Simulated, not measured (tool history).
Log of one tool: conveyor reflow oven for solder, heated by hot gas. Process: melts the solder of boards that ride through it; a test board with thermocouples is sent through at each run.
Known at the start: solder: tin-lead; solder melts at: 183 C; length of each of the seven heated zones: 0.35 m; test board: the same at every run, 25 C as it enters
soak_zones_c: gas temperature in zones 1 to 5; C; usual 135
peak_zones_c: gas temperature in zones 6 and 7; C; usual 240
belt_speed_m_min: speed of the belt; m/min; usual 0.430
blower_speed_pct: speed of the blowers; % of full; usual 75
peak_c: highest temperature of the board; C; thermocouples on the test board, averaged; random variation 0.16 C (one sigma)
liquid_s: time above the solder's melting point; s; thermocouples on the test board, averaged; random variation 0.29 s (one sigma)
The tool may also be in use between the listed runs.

run	hour	soak_zones_c	peak_zones_c	belt_speed_m_min	blower_speed_pct	peak_c	liquid_s
1	0.0	135	240	0.430	75	225.0	79.3
2	13.4	135	240	0.430	75	225.0	79.9
3	27.4	135	240	0.430	75	225.2	79.5
4	34.4	146	240	0.430	75	226.9	86.0
5	48.9	146	240	0.430	75	227.0	85.4
6	61.3	135	240	0.430	75	224.9	79.6
7	74.6	129	240	0.430	75	224.2	76.3
8	88.4	129	240	0.430	75	223.9	75.9
9	97.1	129	240	0.430	75	224.1	75.9
10	104.9	135	240	0.430	75	224.6	78.9
11	115.5	135	240	0.430	60	221.2	76.0
12	129.3	135	240	0.430	87	226.9	81.1
13	139.0	135	240	0.430	87	226.8	81.3
14	153.5	124	240	0.430	75	222.8	73.0
15	169.0	135	240	0.430	75	224.7	79.2
16	181.1	135	240	0.430	75	224.3	79.2
17	193.7	135	232	0.425	78	218.2	74.3
18	200.3	136	251	0.410	51	229.8	87.4
19	214.3	136	251	0.410	51	229.8	87.6
20	228.5	131	255	0.430	75	237.2	87.2
21	237.9	135	240	0.478	88	223.2	70.0
22	249.9	135	240	0.478	88	223.1	69.9
23	261.7	139	236	0.414	58	218.6	77.9
24	273.0	122	240	0.453	75	220.1	65.8
25	282.2	122	240	0.505	64	211.6	50.1
# hour 290.1: flux residue cleaned out of gas plates and filters
26	300.6	148	240	0.409	84	231.8	95.9
27	312.6	123	240	0.430	55	220.2	69.8
28	319.5	143	234	0.430	55	218.5	77.4
29	331.0	132	242	0.471	63	222.6	68.9
30	337.8	138	240	0.474	75	225.0	72.9
31	349.7	135	248	0.485	75	230.9	74.5

The same runs without the tool's hidden state, with the same run-to-run variation:
The hidden state here: heat that the gas passes to the board, % of a clean oven's; belt's true speed, % of the reading; true gas temperature in zones 6 and 7 over the reading, C; drift of the gauge itself on peak_c, C; drift of the gauge itself on liquid_s, %.
run	peak_c	liquid_s
1	226.3	80.5
2	226.4	81.1
3	226.7	80.8
4	228.1	86.9
5	228.3	86.4
6	226.5	81.0
7	226.0	78.0
8	225.8	77.7
9	226.0	77.8
10	226.4	80.5
11	222.8	77.7
12	228.9	82.6
13	228.8	82.9
14	225.1	75.3
15	226.7	81.0
16	226.4	81.0
17	220.2	76.7
18	231.5	88.3
19	231.6	88.6
20	239.9	88.3
21	226.2	72.5
22	226.2	72.3
23	220.4	79.9
24	223.4	69.1
25	215.2	54.1
26	230.6	94.6
27	219.0	68.3
28	217.4	75.9
29	221.5	67.7
30	224.0	71.8
31	230.0	73.4
